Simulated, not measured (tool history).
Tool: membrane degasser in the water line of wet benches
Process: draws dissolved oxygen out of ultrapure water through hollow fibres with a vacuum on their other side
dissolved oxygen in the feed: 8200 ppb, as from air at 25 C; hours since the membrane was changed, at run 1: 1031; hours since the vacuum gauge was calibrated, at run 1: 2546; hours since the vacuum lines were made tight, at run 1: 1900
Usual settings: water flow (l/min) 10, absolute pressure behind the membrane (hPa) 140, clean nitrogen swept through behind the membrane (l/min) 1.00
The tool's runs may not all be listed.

run   hour  water flow (l/min)  absolute pressure behind the membrane (hPa)  clean nitrogen swept through behind the membrane (l/min)  hours since the membrane was changed  hours since the vacuum gauge was calibrated  hours since the vacuum lines were made tight  dissolved oxygen in the water behind the degasser (ppb)  pressure that the water loses in the fibres (hPa)
  1    0.0                  10                                          140                                                      1.00                                  1031                                         2546                                          1900                                                    259.1                                              597.9
  2   38.8                  10                                          140                                                      1.00                                  1070                                         2585                                          1939                                                    256.6                                              595.6
  3   64.1                  10                                          140                                                      1.00                                  1095                                         2610                                          1964                                                    258.7                                              594.8
  4   90.2                  10                                          140                                                      1.00                                  1121                                         2636                                          1991                                                    250.0                                              598.9
  5  135.8                  10                                          140                                                      1.00                                  1167                                         2682                                          2036                                                    257.5                                              590.6
  6  157.5                  10                                          140                                                      0.51                                  1188                                         2704                                          2058                                                    455.1                                              598.9
  7  189.4                  10                                          140                                                      0.51                                  1220                                         2736                                          2090                                                    465.5                                              595.1
  8  214.3                  10                                          140                                                      0.51                                  1245                                         2760                                          2115                                                    465.8                                              596.9
  9  246.9                   6                                          140                                                      0.51                                  1278                                         2793                                          2147                                                    301.5                                              360.1
 10  290.0                  10                                          140                                                      1.00                                  1321                                         2836                                          2190                                                    258.9                                              595.5
 11  329.9                  10                                          140                                                      1.00                                  1361                                         2876                                          2230                                                    252.2                                              594.1
 12  360.2                  10                                          140                                                      0.59                                  1391                                         2906                                          2261                                                    419.9                                              594.2
 13  381.9                  10                                          140                                                      0.59                                  1413                                         2928                                          2282                                                    412.2                                              601.9
 14  417.3                  10                                          140                                                      1.00                                  1448                                         2963                                          2318                                                    260.7                                              602.1
 15  444.9                  10                                          140                                                      1.00                                  1476                                         2991                                          2345                                                    260.6                                              594.9
 16  468.3                  10                                          140                                                      1.00                                  1499                                         3014                                          2369                                                    258.9                                              599.9
 17  488.1                  14                                          147                                                      2.83                                  1519                                         3034                                          2388                                                    154.3                                              836.2
 18  522.3                  10                                           87                                                      0.42                                  1553                                         3068                                          2423                                                    285.9                                              599.0
 19  543.0                   9                                          140                                                      1.00                                  1574                                         3089                                          2443                                                    237.7                                              538.5
 20  574.1                   6                                          140                                                      1.00                                  1605                                         3120                                          2474                                                    165.1                                              358.4
 21  599.9                  15                                          211                                                      1.98                                  1631                                         3146                                          2500                                                    330.2                                              896.5
 22  632.4                  14                                          236                                                      0.45                                  1663                                         3178                                          2533                                                   1201.7                                              841.2
 23  659.7                  14                                          236                                                      0.45                                  1691                                         3206                                          2560                                                   1186.2                                              842.7
 24  704.2                  10                                          140                                                      1.39                                  1735                                         3250                                          2605                                                    193.7                                              597.3
 25  736.2                  10                                          140                                                      1.39                                  1767                                         3282                                          2637                                                    190.8                                              599.8

The next listed run, before its measurement:
 26  769.6                   6                                          136                                                      1.14                                  1800                                         3316                                          2670                                                        ?                                                  ?

Run 26 gave dissolved oxygen in the water behind the degasser (ppb) 140.3, pressure that the water loses in the fibres (hPa) 360.9.
Without the tool's hidden state the same run would have given dissolved oxygen in the water behind the degasser (ppb) 132.0, pressure that the water loses in the fibres (hPa) 356.5.
